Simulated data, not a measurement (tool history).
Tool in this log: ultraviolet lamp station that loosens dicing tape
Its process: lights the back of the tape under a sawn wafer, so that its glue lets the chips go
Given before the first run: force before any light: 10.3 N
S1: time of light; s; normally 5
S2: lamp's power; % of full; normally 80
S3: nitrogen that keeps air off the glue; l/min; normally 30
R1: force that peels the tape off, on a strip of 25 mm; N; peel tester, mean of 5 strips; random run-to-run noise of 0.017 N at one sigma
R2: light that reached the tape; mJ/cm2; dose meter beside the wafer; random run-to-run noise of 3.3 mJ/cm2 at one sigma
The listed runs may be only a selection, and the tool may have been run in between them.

run 1 day=0 | S1=5 S2=80 S3=30 | R1=0.874 R2=517
run 2 day=0.562 | S1=5 S2=63 S3=30 | R1=1.346 R2=413
run 3 day=1.421 | S1=5 S2=80 S3=30 | R1=0.863 R2=511
run 4 day=2.138 | S1=5 S2=80 S3=30 | R1=0.886 R2=505
run 5 day=3.121 | S1=5 S2=80 S3=30 | R1=0.903 R2=492
run 6 day=3.829 | S1=5 S2=80 S3=30 | R1=0.922 R2=497
run 7 day=4.438 | S1=5 S2=80 S3=30 | R1=0.921 R2=494
run 8 day=5.05 | S1=5 S2=69 S3=30 | R1=1.289 R2=429
run 9 day=5.942 | S1=5 S2=80 S3=30 | R1=0.97 R2=489
run 10 day=6.812 | S1=5 S2=80 S3=30 | R1=0.979 R2=486
run 11 day=7.262 | S1=5 S2=80 S3=17 | R1=1.441 R2=484
run 12 day=8.196 | S1=5 S2=80 S3=47 | R1=0.786 R2=476
run 13 day=8.942 | S1=5 S2=64 S3=30 | R1=1.553 R2=380
run 14 day=9.733 | S1=5 S2=64 S3=30 | R1=1.651 R2=378
run 15 day=10.471 | S1=5 S2=64 S3=16 | R1=2.248 R2=370
run 16 day=11.408 | S1=9 S2=80 S3=30 | R1=0.271 R2=838
run 17 day=12.358 | S1=3 S2=80 S3=30 | R1=2.574 R2=273
run 18 day=12.9 | S1=5 S2=93 S3=30 | R1=0.801 R2=533
run 19 day=13.696 | S1=5 S2=93 S3=30 | R1=0.86 R2=517
run 20 day=14.454 | S1=5 S2=93 S3=30 | R1=0.848 R2=521
run 21 day=15.304 | S1=5 S2=93 S3=30 | R1=0.866 R2=512
run 22 day=15.796 | S1=5 S2=80 S3=47 | R1=0.952 R2=438
run 23 day=16.308 | S1=7 S2=70 S3=24 | R1=0.892 R2=538
run 24 day=17.271 | S1=7 S2=70 S3=25 | R1=0.868 R2=531
run 25 day=17.688 | S1=2 S2=80 S3=29 | R1=4.217 R2=177
run 26 day=18.562 | S1=2 S2=80 S3=38 | R1=4.178 R2=172
run 27 day=19.108 | S1=5 S2=91 S3=20 | R1=1.256 R2=489
-- day=20.083 window cleaned of glue's vapour
run 28 day=20.121 | S1=2 S2=92 S3=13 | R1=5.118 R2=181
run 29 day=20.888 | S1=3 S2=96 S3=33 | R1=2.502 R2=281
run 30 day=21.371 | S1=5 S2=80 S3=19 | R1=1.939 R2=388
run 31 day=21.833 | S1=8 S2=80 S3=39 | R1=0.456 R2=619
run 32 day=22.496 | S1=5 S2=81 S3=30 | R1=1.497 R2=386
run 33 day=23.333 | S1=2 S2=72 S3=10 | R1=6.131 R2=136
run 34 day=23.75 | S1=2 S2=72 S3=10 | R1=6.418 R2=139
run 35 day=24.383 | S1=5 S2=80 S3=30 | R1=1.683 R2=378
-- day=24.962 window cleaned of glue's vapour, once more
run 36 day=25.033 | S1=4 S2=80 S3=14 | R1=2.256 R2=374
run 37 day=26.046 | S1=4 S2=80 S3=14 | R1=2.37 R2=376
run 38 day=26.521 | S1=3 S2=99 S3=30 | R1=1.912 R2=345
run 39 day=27.329 | S1=3 S2=61 S3=13 | R1=4.477 R2=212
run 40 day=28.154 | S1=3 S2=61 S3=13 | R1=4.601 R2=210
run 41 day=28.829 | S1=3 S2=71 S3=23 | R1=3.318 R2=240
run 42 day=29.488 | S1=3 S2=74 S3=23 | R1=3.327 R2=246
run 43 day=30.017 | S1=3 S2=63 S3=13 | R1=4.558 R2=212
run 44 day=30.804 | S1=5 S2=62 S3=30 | R1=1.867 R2=342

Consider 3 possible next runs. They are alternatives, not a sequence: every one starts from the tool as it was left by run 44. What does each give?
run A day=31.658 | S1=7 S2=80 S3=30 | R1=? R2=?
run B day=31.658 | S1=5 S2=62 S3=30 | R1=? R2=?
run C day=31.658 | S1=7 S2=93 S3=30 | R1=? R2=?

run=A R1=0.554 R2=612
run=B R1=1.923 R2=345
run=C R1=0.398 R2=719
Had the tool no hidden state, the same runs would have come out as:
run=A R1=0.359 R2=729
run=B R1=1.414 R2=411
run=C R1=0.265 R2=856

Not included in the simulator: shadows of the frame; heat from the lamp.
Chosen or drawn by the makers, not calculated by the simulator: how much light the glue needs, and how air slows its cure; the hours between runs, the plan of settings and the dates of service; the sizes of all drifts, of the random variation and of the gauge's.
